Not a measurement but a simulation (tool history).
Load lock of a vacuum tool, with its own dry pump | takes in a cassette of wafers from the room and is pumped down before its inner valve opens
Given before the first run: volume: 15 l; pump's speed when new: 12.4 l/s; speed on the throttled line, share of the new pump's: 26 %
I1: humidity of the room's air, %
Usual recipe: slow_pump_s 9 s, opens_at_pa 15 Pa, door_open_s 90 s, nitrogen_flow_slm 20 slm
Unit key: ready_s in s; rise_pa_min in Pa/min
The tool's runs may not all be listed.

{"run": 1, "day": 0.0, "slow_pump_s": 9, "opens_at_pa": 15, "door_open_s": 90, "nitrogen_flow_slm": 20, "I1": 42.7, "ready_s": 17.5, "rise_pa_min": 0.673}
{"run": 2, "day": 4.342, "slow_pump_s": 9, "opens_at_pa": 15, "door_open_s": 90, "nitrogen_flow_slm": 20, "I1": 41.5, "ready_s": 18.2, "rise_pa_min": 0.676}
{"run": 3, "day": 7.862, "slow_pump_s": 9, "opens_at_pa": 15, "door_open_s": 90, "nitrogen_flow_slm": 20, "I1": 41.6, "ready_s": 18.4, "rise_pa_min": 0.678}
{"run": 4, "day": 11.908, "slow_pump_s": 9, "opens_at_pa": 15, "door_open_s": 90, "nitrogen_flow_slm": 20, "I1": 46.4, "ready_s": 17.8, "rise_pa_min": 0.697}
{"run": 5, "day": 14.612, "slow_pump_s": 9, "opens_at_pa": 15, "door_open_s": 90, "nitrogen_flow_slm": 20, "I1": 42.4, "ready_s": 18.3, "rise_pa_min": 0.697}
{"run": 6, "day": 17.35, "slow_pump_s": 9, "opens_at_pa": 14, "door_open_s": 90, "nitrogen_flow_slm": 20, "I1": 41.5, "ready_s": 17.9, "rise_pa_min": 0.692}
{"run": 7, "day": 19.812, "slow_pump_s": 9, "opens_at_pa": 13, "door_open_s": 90, "nitrogen_flow_slm": 20, "I1": 43.7, "ready_s": 18.5, "rise_pa_min": 0.719}
{"day": 21.758, "done": "door's seal changed, seat wiped"}
{"run": 8, "day": 24.642, "slow_pump_s": 9, "opens_at_pa": 15, "door_open_s": 27, "nitrogen_flow_slm": 20, "I1": 45.9, "ready_s": 18.1, "rise_pa_min": 0.05}
{"run": 9, "day": 28.525, "slow_pump_s": 11, "opens_at_pa": 15, "door_open_s": 90, "nitrogen_flow_slm": 20, "I1": 45.7, "ready_s": 19.5, "rise_pa_min": 0.08}
{"run": 10, "day": 33.821, "slow_pump_s": 11, "opens_at_pa": 15, "door_open_s": 90, "nitrogen_flow_slm": 20, "I1": 44.2, "ready_s": 19.7, "rise_pa_min": 0.078}
{"run": 11, "day": 36.688, "slow_pump_s": 11, "opens_at_pa": 15, "door_open_s": 95, "nitrogen_flow_slm": 20, "I1": 42.6, "ready_s": 19.4, "rise_pa_min": 0.082}
{"run": 12, "day": 42.138, "slow_pump_s": 9, "opens_at_pa": 15, "door_open_s": 90, "nitrogen_flow_slm": 20, "I1": 44.2, "ready_s": 18.3, "rise_pa_min": 0.087}
{"run": 13, "day": 47.996, "slow_pump_s": 9, "opens_at_pa": 14, "door_open_s": 90, "nitrogen_flow_slm": 20, "I1": 43.7, "ready_s": 18.2, "rise_pa_min": 0.086}
{"run": 14, "day": 52.708, "slow_pump_s": 9, "opens_at_pa": 14, "door_open_s": 52, "nitrogen_flow_slm": 20, "I1": 41.7, "ready_s": 18.1, "rise_pa_min": 0.07}
{"run": 15, "day": 56.817, "slow_pump_s": 9, "opens_at_pa": 14, "door_open_s": 52, "nitrogen_flow_slm": 20, "I1": 49.1, "ready_s": 18.1, "rise_pa_min": 0.085}
{"run": 16, "day": 59.625, "slow_pump_s": 9, "opens_at_pa": 11, "door_open_s": 90, "nitrogen_flow_slm": 20, "I1": 44.6, "ready_s": 18.4, "rise_pa_min": 0.092}
{"run": 17, "day": 65.692, "slow_pump_s": 9, "opens_at_pa": 11, "door_open_s": 90, "nitrogen_flow_slm": 20, "I1": 40.4, "ready_s": 18.5, "rise_pa_min": 0.09}
{"run": 18, "day": 69.267, "slow_pump_s": 9, "opens_at_pa": 11, "door_open_s": 90, "nitrogen_flow_slm": 20, "I1": 43.3, "ready_s": 18.5, "rise_pa_min": 0.096}
{"run": 19, "day": 72.167, "slow_pump_s": 14, "opens_at_pa": 26, "door_open_s": 186, "nitrogen_flow_slm": 7, "I1": 45.1, "ready_s": 21.1, "rise_pa_min": 0.184}
{"run": 20, "day": 74.788, "slow_pump_s": 9, "opens_at_pa": 15, "door_open_s": 49, "nitrogen_flow_slm": 10, "I1": 43.5, "ready_s": 18.1, "rise_pa_min": 0.099}
{"run": 21, "day": 79.225, "slow_pump_s": 9, "opens_at_pa": 15, "door_open_s": 36, "nitrogen_flow_slm": 39, "I1": 44.2, "ready_s": 18.5, "rise_pa_min": 0.064}
{"run": 22, "day": 82.638, "slow_pump_s": 9, "opens_at_pa": 15, "door_open_s": 36, "nitrogen_flow_slm": 39, "I1": 46.4, "ready_s": 18.1, "rise_pa_min": 0.066}
{"run": 23, "day": 88.067, "slow_pump_s": 9, "opens_at_pa": 13, "door_open_s": 83, "nitrogen_flow_slm": 7, "I1": 44.7, "ready_s": 18.6, "rise_pa_min": 0.135}
{"run": 24, "day": 90.671, "slow_pump_s": 6, "opens_at_pa": 26, "door_open_s": 90, "nitrogen_flow_slm": 8, "I1": 43.9, "ready_s": 15.9, "rise_pa_min": 0.135}
{"run": 25, "day": 95.783, "slow_pump_s": 6, "opens_at_pa": 26, "door_open_s": 90, "nitrogen_flow_slm": 8, "I1": 46, "ready_s": 15.4, "rise_pa_min": 0.145}
{"run": 26, "day": 100.083, "slow_pump_s": 10, "opens_at_pa": 15, "door_open_s": 92, "nitrogen_flow_slm": 24, "I1": 45.2, "ready_s": 19, "rise_pa_min": 0.116}
{"run": 27, "day": 106.188, "slow_pump_s": 9, "opens_at_pa": 15, "door_open_s": 143, "nitrogen_flow_slm": 31, "I1": 43.4, "ready_s": 18.4, "rise_pa_min": 0.123}
{"run": 28, "day": 112.246, "slow_pump_s": 9, "opens_at_pa": 15, "door_open_s": 143, "nitrogen_flow_slm": 31, "I1": 41.4, "ready_s": 18, "rise_pa_min": 0.123}
{"run": 29, "day": 118.208, "slow_pump_s": 5, "opens_at_pa": 15, "door_open_s": 50, "nitrogen_flow_slm": 14, "I1": 46.5, "ready_s": 15.6, "rise_pa_min": 0.127}
{"run": 30, "day": 122.225, "slow_pump_s": 5, "opens_at_pa": 15, "door_open_s": 46, "nitrogen_flow_slm": 5, "I1": 48.6, "ready_s": 15.4, "rise_pa_min": 0.152}
{"run": 31, "day": 124.867, "slow_pump_s": 5, "opens_at_pa": 15, "door_open_s": 46, "nitrogen_flow_slm": 5, "I1": 46.5, "ready_s": 15.4, "rise_pa_min": 0.148}
{"run": 32, "day": 130.158, "slow_pump_s": 12, "opens_at_pa": 15, "door_open_s": 149, "nitrogen_flow_slm": 5, "I1": 45.5, "ready_s": 20.8, "rise_pa_min": 0.219}

Branching from run 32: 5 alternative next runs. What would each branch give?
{"run": "A", "day": 136.271, "slow_pump_s": 4, "opens_at_pa": 15, "door_open_s": 192, "nitrogen_flow_slm": 10, "I1": 45.2, "ready_s": "?", "rise_pa_min": "?"}
{"run": "B", "day": 136.271, "slow_pump_s": 9, "opens_at_pa": 28, "door_open_s": 41, "nitrogen_flow_slm": 23, "I1": 44.1, "ready_s": "?", "rise_pa_min": "?"}
{"run": "C", "day": 136.271, "slow_pump_s": 16, "opens_at_pa": 15, "door_open_s": 149, "nitrogen_flow_slm": 12, "I1": 42.4, "ready_s": "?", "rise_pa_min": "?"}
{"run": "D", "day": 136.271, "slow_pump_s": 16, "opens_at_pa": 22, "door_open_s": 90, "nitrogen_flow_slm": 7, "I1": 47.2, "ready_s": "?", "rise_pa_min": "?"}
{"run": "E", "day": 136.271, "slow_pump_s": 12, "opens_at_pa": 13, "door_open_s": 149, "nitrogen_flow_slm": 5, "I1": 44.7, "ready_s": "?", "rise_pa_min": "?"}

run=A ready_s=14.9 rise_pa_min=0.218
run=B ready_s=17.6 rise_pa_min=0.127
run=C ready_s=23.1 rise_pa_min=0.183
run=D ready_s=22.5 rise_pa_min=0.183
run=E ready_s=20.8 rise_pa_min=0.218
With no hidden state in the tool, these same runs would have given:
run=A ready_s=13.8 rise_pa_min=0.147
run=B ready_s=16.7 rise_pa_min=0.056
run=C ready_s=22.4 rise_pa_min=0.113
run=D ready_s=21.8 rise_pa_min=0.113
run=E ready_s=20 rise_pa_min=0.146

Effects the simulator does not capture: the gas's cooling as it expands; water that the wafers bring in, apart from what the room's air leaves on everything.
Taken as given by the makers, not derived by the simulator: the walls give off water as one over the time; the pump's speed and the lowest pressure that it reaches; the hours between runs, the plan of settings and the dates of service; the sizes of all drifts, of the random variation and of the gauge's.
